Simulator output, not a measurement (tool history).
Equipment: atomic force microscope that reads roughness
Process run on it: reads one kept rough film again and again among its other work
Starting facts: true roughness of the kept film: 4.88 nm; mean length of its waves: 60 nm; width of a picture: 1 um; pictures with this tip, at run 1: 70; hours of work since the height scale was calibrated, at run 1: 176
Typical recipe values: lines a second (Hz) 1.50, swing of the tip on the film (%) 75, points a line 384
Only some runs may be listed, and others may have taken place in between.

| run | hour | lines a second (Hz) | swing of the tip on the film (%) | points a line | pictures with this tip | hours of work since the height scale was calibrated | roughness of the kept film (nm (root mean square)) |
|---|---|---|---|---|---|---|---|
| 1 | 0.0 | 1.50 | 75 | 384 | 70 | 176 | 4.092 |
|  | 26.1 | new tip fitted |
| 2 | 66.7 | 1.50 | 75 | 384 | 54 | 206 | 4.123 |
|  | 109.3 | new tip fitted |
| 3 | 119.5 | 1.50 | 78 | 384 | 13 | 230 | 4.167 |
| 4 | 186.2 | 1.50 | 78 | 384 | 102 | 261 | 3.906 |
|  | 191.0 | new tip fitted |
| 5 | 221.7 | 1.50 | 75 | 373 | 40 | 277 | 4.181 |
|  | 270.7 | new tip fitted |
| 6 | 300.0 | 0.71 | 75 | 373 | 39 | 313 | 4.246 |
| 7 | 335.6 | 1.50 | 75 | 257 | 87 | 330 | 3.971 |
|  | 352.0 | new tip fitted |
| 8 | 397.2 | 1.50 | 75 | 257 | 60 | 358 | 4.088 |
|  | 437.0 | new tip fitted |
| 9 | 450.2 | 1.50 | 75 | 384 | 17 | 382 | 4.238 |
| 10 | 503.4 | 1.50 | 75 | 384 | 88 | 407 | 4.025 |
|  | 516.5 | new tip fitted |
| 11 | 586.1 | 1.50 | 75 | 384 | 92 | 445 | 4.002 |
|  | 599.2 | new tip fitted |
| 12 | 669.2 | 3.73 | 62 | 407 | 93 | 483 | 3.920 |
|  | 681.4 | new tip fitted |
| 13 | 736.6 | 1.68 | 64 | 561 | 73 | 514 | 4.135 |
|  | 766.3 | new tip fitted |
| 14 | 791.6 | 1.68 | 59 | 561 | 33 | 539 | 4.347 |
|  | 799.5 | height scale calibrated on a step standard |
|  | 849.7 | new tip fitted |
| 15 | 849.7 | 2.09 | 66 | 561 | 0 | 23 | 4.307 |
| 16 | 901.2 | 2.09 | 70 | 561 | 69 | 47 | 4.039 |
|  | 927.4 | new tip fitted |
| 17 | 950.5 | 2.09 | 70 | 561 | 30 | 69 | 4.102 |
| 18 | 991.9 | 2.09 | 70 | 561 | 85 | 88 | 4.004 |
|  | 1012.2 | new tip fitted |
| 19 | 1073.9 | 1.53 | 64 | 384 | 81 | 126 | 4.184 |
|  | 1092.8 | new tip fitted |
|  | 1125.6 | height scale calibrated on a step standard, once more |
| 20 | 1156.6 | 1.21 | 81 | 336 | 83 | 14 | 3.995 |

Below are 3 alternative next runs, each starting from the tool's condition after run 20. Predict each:
|  | 1171.8 | new tip fitted |
| A | 1198.7 | 1.49 | 85 | 384 | 35 | 34 | ? |
|  | 1171.8 | new tip fitted |
| B | 1198.7 | 2.12 | 69 | 312 | 35 | 34 | ? |
|  | 1171.8 | new tip fitted |
| C | 1198.7 | 1.23 | 63 | 336 | 35 | 34 | ? |

| run | roughness of the kept film (nm (root mean square)) |
|---|---|
| A | 3.964 |
| B | 4.159 |
| C | 4.347 |
Without the tool's hidden state the same runs would have given:
| run | roughness of the kept film (nm (root mean square)) |
|---|---|
| A | 4.082 |
| B | 4.282 |
| C | 4.476 |
